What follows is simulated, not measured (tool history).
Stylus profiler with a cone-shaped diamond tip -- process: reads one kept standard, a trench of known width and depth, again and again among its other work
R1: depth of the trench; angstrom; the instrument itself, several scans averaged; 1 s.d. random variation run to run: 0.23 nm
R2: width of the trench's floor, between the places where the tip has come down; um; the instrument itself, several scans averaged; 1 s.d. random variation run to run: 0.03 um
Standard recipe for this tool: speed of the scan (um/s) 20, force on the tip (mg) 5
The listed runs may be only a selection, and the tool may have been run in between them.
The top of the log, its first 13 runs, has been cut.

run 14 hour=470.5 | speed_of_the_scan_(um/s)=41 force_on_the_tip_(mg)=5 | R1=10304.1 R2=14.97
run 15 hour=495.9 | speed_of_the_scan_(um/s)=20 force_on_the_tip_(mg)=5 | R1=10302 R2=15.06
run 16 hour=529.6 | speed_of_the_scan_(um/s)=77 force_on_the_tip_(mg)=1.97 | R1=10181.4 R2=14.66
run 17 hour=572.3 | speed_of_the_scan_(um/s)=36 force_on_the_tip_(mg)=4.57 | R1=10292.1 R2=14.92
run 18 hour=614.9 | speed_of_the_scan_(um/s)=44 force_on_the_tip_(mg)=4.57 | R1=10286.2 R2=14.88
run 19 hour=636.9 | speed_of_the_scan_(um/s)=31 force_on_the_tip_(mg)=5.99 | R1=10339.2 R2=14.93
run 20 hour=674 | speed_of_the_scan_(um/s)=49 force_on_the_tip_(mg)=8.97 | R1=10432.7 R2=14.8
run 21 hour=705.6 | speed_of_the_scan_(um/s)=18 force_on_the_tip_(mg)=8.97 | R1=10431.9 R2=15.04
run 22 hour=729.7 | speed_of_the_scan_(um/s)=18 force_on_the_tip_(mg)=8.97 | R1=10436.9 R2=14.96
run 23 hour=763.8 | speed_of_the_scan_(um/s)=37 force_on_the_tip_(mg)=8.23 | R1=10421.9 R2=14.91

Expected results for the next run?
run 24 hour=806 | speed_of_the_scan_(um/s)=34 force_on_the_tip_(mg)=5.97 | R1=? R2=?

Run 24 yielded R1 10344 angstrom, R2 14.85 um.
Without the tool's hidden state the same run would have given R1 10301.2 angstrom, R2 16.4 um.
